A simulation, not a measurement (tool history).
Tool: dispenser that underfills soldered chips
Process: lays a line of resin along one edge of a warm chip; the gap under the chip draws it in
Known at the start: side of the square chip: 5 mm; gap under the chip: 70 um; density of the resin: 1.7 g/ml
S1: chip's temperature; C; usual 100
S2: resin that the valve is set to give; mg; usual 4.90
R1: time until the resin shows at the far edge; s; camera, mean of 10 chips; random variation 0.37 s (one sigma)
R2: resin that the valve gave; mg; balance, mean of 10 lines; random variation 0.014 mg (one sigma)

run 1 hour=0.0 | S1=100 S2=4.90 | R1=28.6 R2=4.86
-- hour=3.3 new syringe of resin
run 2 hour=5.0 | S1=100 S2=4.90 | R1=23.9 R2=4.84
run 3 hour=8.5 | S1=100 S2=4.90 | R1=29.6 R2=4.84
-- hour=10.8 new syringe of resin
run 4 hour=12.8 | S1=103 S2=4.90 | R1=22.1 R2=4.85
run 5 hour=15.7 | S1=103 S2=4.90 | R1=26.5 R2=4.83
-- hour=18.2 new syringe of resin
run 6 hour=21.4 | S1=103 S2=4.90 | R1=23.5 R2=4.82
-- hour=25.7 new syringe of resin
run 7 hour=25.7 | S1=101 S2=4.90 | R1=21.2 R2=4.80
run 8 hour=32.2 | S1=101 S2=4.90 | R1=31.3 R2=4.81
-- hour=33.0 new syringe of resin
run 9 hour=35.6 | S1=101 S2=4.90 | R1=24.6 R2=4.79
-- hour=40.5 new syringe of resin
run 10 hour=41.7 | S1=90 S2=4.90 | R1=33.0 R2=4.78
run 11 hour=46.9 | S1=90 S2=4.90 | R1=45.8 R2=4.78
-- hour=48.0 new syringe of resin
run 12 hour=52.0 | S1=90 S2=5.60 | R1=38.2 R2=5.45
-- hour=55.4 new syringe of resin
run 13 hour=56.5 | S1=90 S2=5.60 | R1=33.1 R2=5.44
run 14 hour=61.5 | S1=90 S2=5.60 | R1=43.7 R2=5.44
-- hour=63.1 new syringe of resin
run 15 hour=65.5 | S1=90 S2=5.60 | R1=35.6 R2=5.44
-- hour=70.8 new syringe of resin
run 16 hour=72.1 | S1=90 S2=5.60 | R1=32.9 R2=5.41
run 17 hour=77.6 | S1=90 S2=5.60 | R1=46.5 R2=5.42
-- hour=78.5 new syringe of resin
run 18 hour=83.8 | S1=90 S2=5.60 | R1=42.5 R2=5.40
-- hour=86.1 new syringe of resin
run 19 hour=89.6 | S1=90 S2=4.63 | R1=38.5 R2=4.48
-- hour=93.4 new syringe of resin
run 20 hour=95.5 | S1=106 S2=5.10 | R1=20.8 R2=4.91
-- hour=100.8 new syringe of resin
run 21 hour=102.8 | S1=111 S2=4.88 | R1=18.4 R2=4.68
-- hour=108.3 new syringe of resin
run 22 hour=108.3 | S1=94 S2=6.40 | R1=27.2 R2=6.15
run 23 hour=114.2 | S1=94 S2=6.40 | R1=37.6 R2=6.13
-- hour=116.0 new syringe of resin
run 24 hour=120.1 | S1=94 S2=6.40 | R1=34.4 R2=6.08
-- hour=123.4 new syringe of resin
run 25 hour=126.8 | S1=92 S2=5.44 | R1=35.2 R2=5.19
-- hour=131.1 new syringe of resin
run 26 hour=133.0 | S1=100 S2=5.39 | R1=24.8 R2=5.12
run 27 hour=136.9 | S1=100 S2=5.00 | R1=31.8 R2=4.77
-- hour=138.6 new syringe of resin
run 28 hour=140.8 | S1=87 S2=4.28 | R1=40.4 R2=4.06
run 29 hour=145.0 | S1=109 S2=4.78 | R1=24.5 R2=4.54
-- hour=146.1 new syringe of resin
run 30 hour=150.3 | S1=92 S2=4.43 | R1=38.4 R2=4.20
-- hour=153.5 new syringe of resin
-- hour=154.5 dispensing valve cleaned and set on the balance
run 31 hour=156.1 | S1=100 S2=5.33 | R1=23.9 R2=5.36
run 32 hour=161.2 | S1=107 S2=5.13 | R1=27.0 R2=5.11
-- hour=162.1 new syringe of resin
run 33 hour=165.7 | S1=107 S2=5.13 | R1=22.5 R2=5.16
run 34 hour=169.1 | S1=114 S2=5.53 | R1=22.1 R2=5.55
-- hour=169.7 new syringe of resin
run 35 hour=173.5 | S1=114 S2=5.53 | R1=18.4 R2=5.52

Hidden state or all else? Some run-to-run changes of R1, split into what the settings, what came in and random variation would give without the hidden state, and what is left for the hidden state (with any gauge scatter that isn't in both results):
The hidden state here: resin's viscosity, % of fresh resin's; dose that the valve gives, % of what is set; true chip temperature over the reading, C; drift of the gauge itself on fill_s, %; drift of the gauge itself on given_mg, %.
Run 10 -> 11: no setting changed, nothing entered. R1 +12.8 s: hidden state +12.2, all else +0.6.
Run 16 -> 17: no setting changed, nothing entered. R1 +13.6 s: hidden state +13.0, all else +0.6.
Run 19 -> 20: S1 90 -> 106, S2 4.63 -> 5.10, new syringe of resin. R1 -17.7 s: hidden state -5.3, all else -12.4.
Run 22 -> 23: no setting changed, nothing entered. R1 +10.4 s: hidden state +11.3, all else -0.9.
Run 28 -> 29: S1 87 -> 109, S2 4.28 -> 4.78. R1 -15.9 s: hidden state +1.4, all else -17.3.
Run 30 -> 31: S1 92 -> 100, S2 4.43 -> 5.33, new syringe of resin, dispensing valve cleaned and set on the balance. R1 -14.5 s: hidden state -7.2, all else -7.3.

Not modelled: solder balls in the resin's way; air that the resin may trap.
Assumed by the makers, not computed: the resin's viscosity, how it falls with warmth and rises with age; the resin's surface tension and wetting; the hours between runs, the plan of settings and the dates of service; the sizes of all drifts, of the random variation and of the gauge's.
